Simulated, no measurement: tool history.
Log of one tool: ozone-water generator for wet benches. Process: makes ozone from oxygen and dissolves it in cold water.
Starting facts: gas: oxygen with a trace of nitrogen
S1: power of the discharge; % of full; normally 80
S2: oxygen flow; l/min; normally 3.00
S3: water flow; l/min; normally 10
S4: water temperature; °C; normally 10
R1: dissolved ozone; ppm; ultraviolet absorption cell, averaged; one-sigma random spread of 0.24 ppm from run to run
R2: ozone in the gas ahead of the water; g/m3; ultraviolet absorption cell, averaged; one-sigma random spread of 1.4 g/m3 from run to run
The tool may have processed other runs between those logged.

| run | day | S1 | S2 | S3 | S4 | R1 | R2 |
|---|---|---|---|---|---|---|---|
| 1 | 0.000 | 80 | 3.00 | 10 | 10 | 29.3 | 214.9 |
| 2 | 8.517 | 57 | 3.00 | 10 | 10 | 22.4 | 162.8 |
| 3 | 15.533 | 80 | 3.00 | 10 | 10 | 29.2 | 211.0 |
| 4 | 23.962 | 80 | 3.00 | 10 | 10 | 28.5 | 207.9 |
| 5 | 28.183 | 80 | 3.00 | 10 | 10 | 27.9 | 207.8 |
| 6 | 35.033 | 80 | 2.22 | 10 | 10 | 26.2 | 232.6 |
| 7 | 43.492 | 80 | 2.22 | 10 | 10 | 26.4 | 229.2 |
| 8 | 49.329 | 80 | 2.22 | 10 | 10 | 25.9 | 229.3 |
| 9 | 57.321 | 80 | 2.22 | 10 | 10 | 25.7 | 225.4 |
| 10 | 61.379 | 80 | 2.22 | 10 | 10 | 25.7 | 228.0 |
| 11 | 65.929 | 80 | 2.22 | 10 | 10 | 25.5 | 224.9 |
| 12 | 72.325 | 80 | 2.22 | 10 | 10 | 25.1 | 222.4 |
| 13 | 80.517 | 80 | 2.22 | 10 | 10 | 24.9 | 219.2 |
|  | 82.908 | water thermometer calibrated |
| 14 | 89.188 | 80 | 3.00 | 10 | 10 | 26.7 | 192.9 |
| 15 | 96.929 | 70 | 3.00 | 10 | 10 | 23.6 | 172.9 |
| 16 | 103.708 | 70 | 3.00 | 11 | 10 | 21.7 | 173.1 |
| 17 | 110.583 | 70 | 3.00 | 11 | 10 | 21.5 | 172.1 |
| 18 | 119.329 | 70 | 3.00 | 11 | 10 | 21.1 | 170.5 |
| 19 | 123.525 | 70 | 3.00 | 11 | 10 | 21.3 | 168.1 |
| 20 | 131.988 | 59 | 4.32 | 11 | 10 | 19.7 | 131.0 |
| 21 | 138.708 | 58 | 2.37 | 10 | 10 | 18.9 | 160.9 |
| 22 | 144.117 | 58 | 2.58 | 10 | 15 | 17.9 | 155.1 |
|  | 146.588 | contactor cleaned |
| 23 | 151.342 | 58 | 2.58 | 10 | 15 | 18.3 | 154.6 |
|  | 156.571 | electrodes of the discharge changed |
| 24 | 157.054 | 83 | 2.38 | 8 | 6 | 47.3 | 301.0 |
| 25 | 165.321 | 83 | 2.38 | 8 | 6 | 46.0 | 299.4 |
| 26 | 171.779 | 83 | 2.38 | 8 | 6 | 46.0 | 298.0 |
| 27 | 180.112 | 83 | 2.38 | 8 | 6 | 45.5 | 294.7 |
| 28 | 187.004 | 83 | 2.38 | 8 | 6 | 44.7 | 291.0 |
| 29 | 193.038 | 44 | 2.40 | 12 | 10 | 16.3 | 161.3 |
| 30 | 197.629 | 54 | 2.40 | 12 | 12 | 19.5 | 195.5 |
| 31 | 202.075 | 54 | 2.40 | 12 | 12 | 19.2 | 193.9 |
| 32 | 210.167 | 54 | 2.40 | 12 | 12 | 19.0 | 193.6 |

5 ways to go on from here, each from the tool as it stands after run 32. What would each give?
| A | 214.617 | 73 | 2.40 | 10 | 14 | ? | ? |
| B | 214.617 | 46 | 2.40 | 12 | 12 | ? | ? |
| C | 214.617 | 54 | 2.40 | 12 | 7 | ? | ? |
| D | 214.617 | 80 | 3.97 | 10 | 10 | ? | ? |
| E | 214.617 | 79 | 3.93 | 9 | 12 | ? | ? |

| run | R1 | R2 |
|---|---|---|
| A | 29.1 | 251.2 |
| B | 16.5 | 164.9 |
| C | 19.9 | 191.5 |
| D | 36.6 | 223.3 |
| E | 37.1 | 224.3 |
Take away the tool's hidden state, keep each run's random variation, and the runs would have read:
| run | R1 | R2 |
|---|---|---|
| A | 30.8 | 261.7 |
| B | 17.2 | 168.9 |
| C | 20.9 | 197.3 |
| D | 39.0 | 233.4 |
| E | 39.5 | 234.3 |
